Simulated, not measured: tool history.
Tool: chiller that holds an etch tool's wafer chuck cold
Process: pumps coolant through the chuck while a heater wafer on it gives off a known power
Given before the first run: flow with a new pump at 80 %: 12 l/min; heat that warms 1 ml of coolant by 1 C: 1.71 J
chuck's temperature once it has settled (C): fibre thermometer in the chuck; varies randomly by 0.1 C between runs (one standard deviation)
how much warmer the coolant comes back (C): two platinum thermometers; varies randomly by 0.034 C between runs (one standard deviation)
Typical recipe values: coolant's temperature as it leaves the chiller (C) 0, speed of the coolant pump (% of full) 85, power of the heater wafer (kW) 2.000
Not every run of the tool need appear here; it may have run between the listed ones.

run	hour	coolant's temperature as it leaves the chiller (C)	speed of the coolant pump (% of full)	power of the heater wafer (kW)	chuck's temperature once it has settled (C)	how much warmer the coolant comes back (C)
1	0.0	0	85	2.000	13.4	5.74
2	187.6	0	85	2.000	13.6	5.71
3	370.4	0	85	2.000	13.7	5.68
4	570.0	0	85	2.000	13.8	5.76
5	751.2	0	85	1.306	9.1	3.70
6	941.0	0	85	2.000	13.8	5.78
7	1069.1	0	85	1.346	9.5	3.94
8	1255.0	0	85	1.346	9.3	3.91
9	1389.3	0	85	2.000	13.9	5.78
10	1520.1	0	85	2.000	14.1	5.83
11	1706.3	0	85	2.000	13.9	5.83
12	1888.4	0	70	2.000	17.1	7.32
13	1994.3	0	70	2.000	17.0	7.28
14	2154.2	0	70	2.000	16.9	7.34
15	2317.7	7	96	2.315	21.5	5.90
16	2447.1	-9	96	2.588	7.5	6.64
17	2582.0	-1	79	1.100	7.5	3.55
# hour 2657.9: coolant changed, channels flushed
18	2675.4	0	93	1.088	6.7	2.92
19	2835.6	9	70	1.470	20.8	5.43
20	2992.5	9	70	1.470	20.9	5.48
21	3170.9	-3	81	2.699	15.9	8.54
22	3312.1	-3	81	2.699	16.1	8.47
23	3495.1	-2	76	1.910	12.3	6.57
24	3668.8	-2	76	1.910	12.5	6.52
25	3817.0	-2	76	1.910	12.6	6.56
26	3978.0	1	66	1.787	16.5	7.29

How would selected steps in chuck's temperature once it has settled (C) from run to run divide? Give the signed amount a tool lacking its hidden state would still show from settings, what came in and random variation, and the signed amount left for the hidden state, including any gauge scatter that is not in both of the compared results.
What the log doesn't record here: heat passed by the chuck's channels, % of clean ones'; flow at a given pump speed, % of a new pump's; coolant's true temperature over the reading, C; drift of the gauge itself on chuck_c, C; drift of the gauge itself on warmer_back_c, C.
Run 15 -> 16: coolant's temperature as it leaves the chiller (C) 7 -> -9, power of the heater wafer (kW) 2.315 -> 2.588. chuck's temperature once it has settled (C) -14.0: hidden state +0.3, all else -14.3.
Run 16 -> 17: coolant's temperature as it leaves the chiller (C) -9 -> -1, speed of the coolant pump (% of full) 96 -> 79, power of the heater wafer (kW) 2.588 -> 1.100. chuck's temperature once it has settled (C) +0.0: hidden state -1.0, all else +1.0.
Run 17 -> 18: coolant's temperature as it leaves the chiller (C) -1 -> 0, speed of the coolant pump (% of full) 79 -> 93, power of the heater wafer (kW) 1.100 -> 1.088, coolant changed, channels flushed. chuck's temperature once it has settled (C) -0.8: hidden state -0.8, all else +0.0.
Run 18 -> 19: coolant's temperature as it leaves the chiller (C) 0 -> 9, speed of the coolant pump (% of full) 93 -> 70, power of the heater wafer (kW) 1.088 -> 1.470. chuck's temperature once it has settled (C) +14.1: hidden state +0.4, all else +13.7.
